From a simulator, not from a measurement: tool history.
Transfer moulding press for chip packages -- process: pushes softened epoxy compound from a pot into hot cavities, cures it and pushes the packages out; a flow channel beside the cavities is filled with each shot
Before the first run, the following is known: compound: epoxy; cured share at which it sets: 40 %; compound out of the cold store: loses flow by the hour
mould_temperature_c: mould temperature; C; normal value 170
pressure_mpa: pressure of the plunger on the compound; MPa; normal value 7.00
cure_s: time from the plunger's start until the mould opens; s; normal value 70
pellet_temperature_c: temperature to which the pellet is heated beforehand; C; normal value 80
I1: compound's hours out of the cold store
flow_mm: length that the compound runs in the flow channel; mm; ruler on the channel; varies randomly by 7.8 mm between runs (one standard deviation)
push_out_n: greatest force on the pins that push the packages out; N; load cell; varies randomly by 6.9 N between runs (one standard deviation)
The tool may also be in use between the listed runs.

Run 1, hour 0.0: usual settings; I1 11.1. Result: flow_mm 944 mm, push_out_n 551 N.
At hour 12.3: cavities cleaned with cleaning compound and waxed.
Run 2, hour 24.7: usual settings but mould_temperature_c 162 C; I1 9.2. Result: flow_mm 1011 mm, push_out_n 672 N.
Run 3, hour 60.5: usual settings but mould_temperature_c 162 C; I1 18.6. Result: flow_mm 956 mm, push_out_n 945 N.
At hour 78.5: cavities cleaned with cleaning compound and waxed.
Run 4, hour 99.6: usual settings but mould_temperature_c 162 C; I1 25.0. Result: flow_mm 905 mm, push_out_n 749 N.
Run 5, hour 129.2: usual settings but pellet_temperature_c 79 C; I1 34.1. Result: flow_mm 830 mm, push_out_n 522 N.
At hour 145.5: cavities cleaned with cleaning compound and waxed.
Run 6, hour 150.1: usual settings; I1 8.2. Result: flow_mm 932 mm, push_out_n 333 N.
At hour 155.0: plunger's sealing rings changed.
Run 7, hour 186.1: usual settings; I1 35.8. Result: flow_mm 855 mm, push_out_n 476 N.
Run 8, hour 211.5: usual settings; I1 12.1. Result: flow_mm 969 mm, push_out_n 568 N.
At hour 215.4: cavities cleaned with cleaning compound and waxed.
Run 9, hour 239.4: usual settings; I1 33.5. Result: flow_mm 873 mm, push_out_n 438 N.
Run 10, hour 275.7: usual settings but pressure_mpa 8.02 MPa; I1 45.9. Result: flow_mm 881 mm, push_out_n 520 N.
At hour 281.2: cavities cleaned with cleaning compound and waxed.
Run 11, hour 307.2: usual settings but pressure_mpa 8.02 MPa; I1 44.6. Result: flow_mm 863 mm, push_out_n 427 N.
Run 12, hour 343.6: usual settings but mould_temperature_c 175 C, pressure_mpa 8.02 MPa; I1 37.5. Result: flow_mm 859 mm, push_out_n 469 N.
At hour 347.5: cavities cleaned with cleaning compound and waxed.
Run 13, hour 367.8: usual settings but mould_temperature_c 175 C, pressure_mpa 8.02 MPa; I1 42.4. Result: flow_mm 845 mm, push_out_n 351 N.
Run 14, hour 392.3: usual settings but mould_temperature_c 176 C, pressure_mpa 6.96 MPa, cure_s 59 s, pellet_temperature_c 89 C; I1 20.1. Result: flow_mm 848 mm, push_out_n 495 N.
At hour 414.0: cavities cleaned with cleaning compound and waxed.
Run 15, hour 416.1: usual settings but pressure_mpa 6.41 MPa, cure_s 65 s, pellet_temperature_c 75 C; I1 9.1. Result: flow_mm 892 mm, push_out_n 378 N.
At hour 432.5: plunger's sealing rings changed.
Run 16, hour 450.9: usual settings but cure_s 75 s, pellet_temperature_c 74 C; I1 21.4. Result: flow_mm 935 mm, push_out_n 446 N.
At hour 483.3: cavities cleaned with cleaning compound and waxed.
Run 17, hour 489.1: usual settings but pressure_mpa 7.23 MPa, cure_s 67 s, pellet_temperature_c 90 C; I1 15.5. Result: flow_mm 968 mm, push_out_n 356 N.
Run 18, hour 512.4: usual settings but pressure_mpa 7.23 MPa, cure_s 67 s, pellet_temperature_c 90 C; I1 12.5. Result: flow_mm 961 mm, push_out_n 516 N.
At hour 549.9: cavities cleaned with cleaning compound and waxed.
Run 19, hour 549.9: usual settings but mould_temperature_c 169 C, pressure_mpa 5.65 MPa, pellet_temperature_c 79 C; I1 35.6. Result: flow_mm 780 mm, push_out_n 305 N.
Run 20, hour 567.2: usual settings but mould_temperature_c 176 C, pressure_mpa 6.21 MPa, pellet_temperature_c 89 C; I1 30.1. Result: flow_mm 804 mm, push_out_n 331 N.
Run 21, hour 590.2: usual settings but mould_temperature_c 176 C, pressure_mpa 5.40 MPa, cure_s 85 s, pellet_temperature_c 89 C; I1 22.9. Result: flow_mm 771 mm, push_out_n 385 N.
At hour 616.6: cavities cleaned with cleaning compound and waxed.
Run 22, hour 628.8: usual settings but pressure_mpa 6.38 MPa; I1 31.2. Result: flow_mm 825 mm, push_out_n 393 N.
Run 23, hour 666.9: usual settings but pressure_mpa 6.38 MPa; I1 46.8. Result: flow_mm 753 mm, push_out_n 512 N.
At hour 684.5: cavities cleaned with cleaning compound and waxed.
Run 24, hour 692.9: usual settings but pellet_temperature_c 71 C; I1 11.5. Result: flow_mm 938 mm, push_out_n 372 N.
At hour 708.1: plunger's sealing rings changed.
Run 25, hour 723.0: usual settings but mould_temperature_c 169 C, pressure_mpa 5.61 MPa, cure_s 69 s; I1 10.8. Result: flow_mm 882 mm, push_out_n 566 N.

Alternative continuations, all from the tool just after run 25; predict every row:
At hour 752.8: cavities cleaned with cleaning compound and waxed.
Run A, hour 753.6: usual settings but mould_temperature_c 169 C, pressure_mpa 5.61 MPa, cure_s 68 s, pellet_temperature_c 76 C; I1 9.0. Result: flow_mm ?, push_out_n ?.
At hour 752.8: cavities cleaned with cleaning compound and waxed.
Run B, hour 753.6: usual settings but pressure_mpa 5.32 MPa, pellet_temperature_c 79 C; I1 11.1. Result: flow_mm ?, push_out_n ?.
At hour 752.8: cavities cleaned with cleaning compound and waxed.
Run C, hour 753.6: usual settings but pressure_mpa 8.28 MPa, cure_s 57 s, pellet_temperature_c 85 C; I1 26.2. Result: flow_mm ?, push_out_n ?.
At hour 752.8: cavities cleaned with cleaning compound and waxed.
Run D, hour 753.6: usual settings but pressure_mpa 6.10 MPa, cure_s 78 s, pellet_temperature_c 81 C; I1 36.9. Result: flow_mm ?, push_out_n ?.

run  flow_mm  push_out_n
  A      879         374
  B      850         332
  C      975         459
  D      806         257
With the hidden condition removed and each run's random variation left untouched, the same runs would have given:
run  flow_mm  push_out_n
  A      886         333
  B      857         300
  C      983         405
  D      812         239
